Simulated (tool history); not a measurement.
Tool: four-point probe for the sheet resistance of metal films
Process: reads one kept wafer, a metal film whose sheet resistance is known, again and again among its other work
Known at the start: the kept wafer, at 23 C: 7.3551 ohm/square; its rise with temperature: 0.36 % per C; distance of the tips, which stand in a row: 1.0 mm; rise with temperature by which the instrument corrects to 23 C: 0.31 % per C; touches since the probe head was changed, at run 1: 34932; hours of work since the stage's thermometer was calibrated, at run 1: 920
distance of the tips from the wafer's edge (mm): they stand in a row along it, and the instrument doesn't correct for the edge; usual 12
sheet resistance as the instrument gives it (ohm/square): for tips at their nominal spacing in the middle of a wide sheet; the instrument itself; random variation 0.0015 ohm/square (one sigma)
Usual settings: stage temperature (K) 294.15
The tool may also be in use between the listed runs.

run   hour  stage temperature (K)  distance of the tips from the wafer's edge (mm)  touches since the probe head was changed  hours of work since the stage's thermometer was calibrated  sheet resistance as the instrument gives it (ohm/square)
  1    0.0                 294.15                                               12                                     34932                                                         920                                                  7.386144
  2   22.3                 294.15                                               62                                     35658                                                         932                                                  7.356898
  3   42.1                 307.15                                               12                                     36299                                                         943                                                  7.434557
  4   56.9                 294.15                                               15                                     36781                                                         950                                                  7.376110
      59.6  -- stage's thermometer calibrated
  5   78.5                 294.15                                               15                                     37466                                                          10                                                  7.379257
  6  100.5                 294.15                                               15                                     38177                                                          22                                                  7.379978
  7  128.3                 296.15                                               27                                     39080                                                          37                                                  7.374868
  8  148.7                 304.15                                                7                                     39744                                                          47                                                  7.481800
  9  164.8                 304.15                                                7                                     40265                                                          56                                                  7.478819
     183.6  -- stage's thermometer calibrated, once more
 10  189.5                 300.15                                               49                                     41051                                                           3                                                  7.370965
 11  206.1                 297.15                                               10                                     41590                                                          12                                                  7.396290

Forecast each of these 3 alternatives for the next run:
  A  233.1                 297.15                                               16                                     42466                                                          26                                                         ?
  B  233.1                 298.15                                                4                                     42466                                                          26                                                         ?
  C  233.1                 293.15                                               47                                     42466                                                          26                                                         ?

run  sheet resistance as the instrument gives it (ohm/square)
  A                                                  7.373898
  B                                                  7.599935
  C                                                  7.342176
Without the tool's hidden state the same runs would have given:
run  sheet resistance as the instrument gives it (ohm/square)
  A                                                  7.375272
  B                                                  7.601347
  C                                                  7.343549
